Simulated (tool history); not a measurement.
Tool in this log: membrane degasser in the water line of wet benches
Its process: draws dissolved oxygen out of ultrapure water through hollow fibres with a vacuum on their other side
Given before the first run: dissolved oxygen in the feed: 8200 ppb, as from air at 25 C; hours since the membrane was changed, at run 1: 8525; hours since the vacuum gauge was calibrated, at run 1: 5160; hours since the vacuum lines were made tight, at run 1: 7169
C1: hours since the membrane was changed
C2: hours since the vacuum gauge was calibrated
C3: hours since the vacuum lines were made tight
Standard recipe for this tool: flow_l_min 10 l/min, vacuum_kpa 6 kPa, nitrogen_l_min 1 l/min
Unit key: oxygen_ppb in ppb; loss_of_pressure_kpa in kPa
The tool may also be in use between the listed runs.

Run 1, hour 0: usual settings; C1 8525; C2 5160; C3 7169. Result: oxygen_ppb 80.7 ppb, loss_of_pressure_kpa 47.85 kPa.
Run 2, hour 141.2: usual settings but nitrogen_l_min 1.61 l/min; C1 8666; C2 5301; C3 7310. Result: oxygen_ppb 53.8 ppb, loss_of_pressure_kpa 47.63 kPa.
Run 3, hour 306.5: usual settings but flow_l_min 7 l/min; C1 8832; C2 5466; C3 7475. Result: oxygen_ppb 56.6 ppb, loss_of_pressure_kpa 33.92 kPa.
Run 4, hour 542.6: usual settings but flow_l_min 7 l/min; C1 9068; C2 5702; C3 7711. Result: oxygen_ppb 56.9 ppb, loss_of_pressure_kpa 33.5 kPa.
Run 5, hour 877.9: usual settings but flow_l_min 7 l/min; C1 9403; C2 6038; C3 8047. Result: oxygen_ppb 57.7 ppb, loss_of_pressure_kpa 34.02 kPa.
Run 6, hour 1066.9: usual settings; C1 9592; C2 6227; C3 8236. Result: oxygen_ppb 81.5 ppb, loss_of_pressure_kpa 48.05 kPa.
Run 7, hour 1290.9: usual settings; C1 9816; C2 6451; C3 8460. Result: oxygen_ppb 82.9 ppb, loss_of_pressure_kpa 48.44 kPa.
Run 8, hour 1505.3: usual settings but vacuum_kpa 6.8 kPa; C1 10030; C2 6665; C3 8674. Result: oxygen_ppb 101.5 ppb, loss_of_pressure_kpa 47.67 kPa.
Run 9, hour 1857.5: usual settings but flow_l_min 16 l/min; C1 10383; C2 7017; C3 9026. Result: oxygen_ppb 134 ppb, loss_of_pressure_kpa 77.41 kPa.
Run 10, hour 2089.1: usual settings but nitrogen_l_min 1.53 l/min; C1 10614; C2 7249; C3 9258. Result: oxygen_ppb 58.3 ppb, loss_of_pressure_kpa 48.16 kPa.
Run 11, hour 2441.8: usual settings but nitrogen_l_min 1.53 l/min; C1 10967; C2 7602; C3 9610. Result: oxygen_ppb 58.1 ppb, loss_of_pressure_kpa 48.39 kPa.
Run 12, hour 2589.1: usual settings; C1 11114; C2 7749; C3 9758. Result: oxygen_ppb 83.5 ppb, loss_of_pressure_kpa 48.13 kPa.
Run 13, hour 2811.3: usual settings; C1 11336; C2 7971; C3 9980. Result: oxygen_ppb 85.2 ppb, loss_of_pressure_kpa 49.03 kPa.
Run 14, hour 3055.7: usual settings but vacuum_kpa 13.14 kPa; C1 11581; C2 8216; C3 10224. Result: oxygen_ppb 254.9 ppb, loss_of_pressure_kpa 48.36 kPa.
Run 15, hour 3400.5: usual settings but vacuum_kpa 13.14 kPa; C1 11926; C2 8560; C3 10569. Result: oxygen_ppb 258.3 ppb, loss_of_pressure_kpa 48.78 kPa.
Run 16, hour 3674.2: usual settings; C1 12199; C2 8834; C3 10843. Result: oxygen_ppb 85.9 ppb, loss_of_pressure_kpa 48.17 kPa.
At hour 3807.5: vacuum gauge calibrated.
Run 17, hour 3851.1: usual settings but flow_l_min 15 l/min, vacuum_kpa 14.73 kPa, nitrogen_l_min 0.62 l/min; C1 12376; C2 44; C3 11019. Result: oxygen_ppb 607.7 ppb, loss_of_pressure_kpa 72.81 kPa.
Run 18, hour 4169: usual settings but flow_l_min 8 l/min, vacuum_kpa 4.38 kPa; C1 12694; C2 362; C3 11337. Result: oxygen_ppb 28.2 ppb, loss_of_pressure_kpa 39.1 kPa.
Run 19, hour 4387.5: usual settings but flow_l_min 8 l/min, vacuum_kpa 4.38 kPa; C1 12912; C2 580; C3 11556. Result: oxygen_ppb 28.2 ppb, loss_of_pressure_kpa 39.13 kPa.
Run 20, hour 4604.4: usual settings but flow_l_min 11 l/min, vacuum_kpa 6.86 kPa; C1 13129; C2 797; C3 11773. Result: oxygen_ppb 108.3 ppb, loss_of_pressure_kpa 53.61 kPa.
Run 21, hour 4784.5: usual settings but flow_l_min 14 l/min, vacuum_kpa 4.37 kPa, nitrogen_l_min 0.83 l/min; C1 13309; C2 977; C3 11953. Result: oxygen_ppb 66 ppb, loss_of_pressure_kpa 68.35 kPa.
Run 22, hour 4966.5: usual settings but flow_l_min 14 l/min, vacuum_kpa 4.37 kPa, nitrogen_l_min 0.83 l/min; C1 13491; C2 1159; C3 12135. Result: oxygen_ppb 63.9 ppb, loss_of_pressure_kpa 68.4 kPa.
Run 23, hour 5262.1: usual settings but vacuum_kpa 5.28 kPa, nitrogen_l_min 0.59 l/min; C1 13787; C2 1455; C3 12430. Result: oxygen_ppb 91.8 ppb, loss_of_pressure_kpa 48.58 kPa.
At hour 5442.7: seals of the vacuum lines changed.
Run 24, hour 5566.8: usual settings but vacuum_kpa 8.82 kPa, nitrogen_l_min 0.45 l/min; C1 14089; C2 1757; C3 124. Result: oxygen_ppb 276.7 ppb, loss_of_pressure_kpa 49.18 kPa.
Run 25, hour 5896.6: usual settings but flow_l_min 14 l/min, vacuum_kpa 8.82 kPa, nitrogen_l_min 2.05 l/min; C1 14419; C2 2087; C3 454. Result: oxygen_ppb 110.6 ppb, loss_of_pressure_kpa 68.57 kPa.
Run 26, hour 6173.5: usual settings but flow_l_min 14 l/min, vacuum_kpa 4.47 kPa, nitrogen_l_min 2.05 l/min; C1 14696; C2 2364; C3 731. Result: oxygen_ppb 40.7 ppb, loss_of_pressure_kpa 68.41 kPa.
Run 27, hour 6439.5: usual settings but flow_l_min 14 l/min, vacuum_kpa 4.47 kPa, nitrogen_l_min 2.05 l/min; C1 14962; C2 2630; C3 997. Result: oxygen_ppb 39.9 ppb, loss_of_pressure_kpa 68.53 kPa.
Run 28, hour 6672.8: usual settings but flow_l_min 6 l/min, vacuum_kpa 5.92 kPa, nitrogen_l_min 1.44 l/min; C1 15195; C2 2863; C3 1230. Result: oxygen_ppb 31.5 ppb, loss_of_pressure_kpa 29.66 kPa.
Run 29, hour 6994.8: usual settings but flow_l_min 12 l/min, vacuum_kpa 5.92 kPa, nitrogen_l_min 1.44 l/min; C1 15517; C2 3185; C3 1552. Result: oxygen_ppb 70 ppb, loss_of_pressure_kpa 59.08 kPa.
Run 30, hour 7336.7: usual settings but flow_l_min 16 l/min, vacuum_kpa 5.89 kPa, nitrogen_l_min 0.5 l/min; C1 15859; C2 3527; C3 1894. Result: oxygen_ppb 204.1 ppb, loss_of_pressure_kpa 78.97 kPa.
Run 31, hour 7530.8: usual settings but flow_l_min 16 l/min, vacuum_kpa 5.89 kPa, nitrogen_l_min 0.5 l/min; C1 16053; C2 3721; C3 2088. Result: oxygen_ppb 209 ppb, loss_of_pressure_kpa 78.63 kPa.

Consider 5 possible next runs. They are alternatives, not a sequence: every one starts from the tool as it was left by run 31. What does each give?
Run A, hour 7745.1: usual settings but flow_l_min 16 l/min, vacuum_kpa 5.4 kPa, nitrogen_l_min 0.61 l/min; C1 16268; C2 3936; C3 2302. Result: oxygen_ppb ?, loss_of_pressure_kpa ?.
Run B, hour 7745.1: usual settings but flow_l_min 11 l/min, vacuum_kpa 4.06 kPa; C1 16268; C2 3936; C3 2302. Result: oxygen_ppb ?, loss_of_pressure_kpa ?.
Run C, hour 7745.1: usual settings but flow_l_min 11 l/min, vacuum_kpa 9.61 kPa, nitrogen_l_min 0.86 l/min; C1 16268; C2 3936; C3 2302. Result: oxygen_ppb ?, loss_of_pressure_kpa ?.
Run D, hour 7745.1: usual settings but flow_l_min 8 l/min, vacuum_kpa 6.03 kPa, nitrogen_l_min 0.8 l/min; C1 16268; C2 3936; C3 2302. Result: oxygen_ppb ?, loss_of_pressure_kpa ?.
Run E, hour 7745.1: usual settings but flow_l_min 11 l/min; C1 16268; C2 3936; C3 2302. Result: oxygen_ppb ?, loss_of_pressure_kpa ?.

run  oxygen_ppb  loss_of_pressure_kpa
  A       155.5                 78.92
  B        37.1                 54.44
  C       204.6                 54.42
  D        74.9                 39.29
  E        89.2                 54.12
The same runs, with their run-to-run variation unchanged, on a tool lacking any hidden condition would have given:
run  oxygen_ppb  loss_of_pressure_kpa
  A       140.3                 74.14
  B        29.7                 51.15
  C       194.8                 51.12
  D        68.8                 36.91
  E        81.1                 50.83

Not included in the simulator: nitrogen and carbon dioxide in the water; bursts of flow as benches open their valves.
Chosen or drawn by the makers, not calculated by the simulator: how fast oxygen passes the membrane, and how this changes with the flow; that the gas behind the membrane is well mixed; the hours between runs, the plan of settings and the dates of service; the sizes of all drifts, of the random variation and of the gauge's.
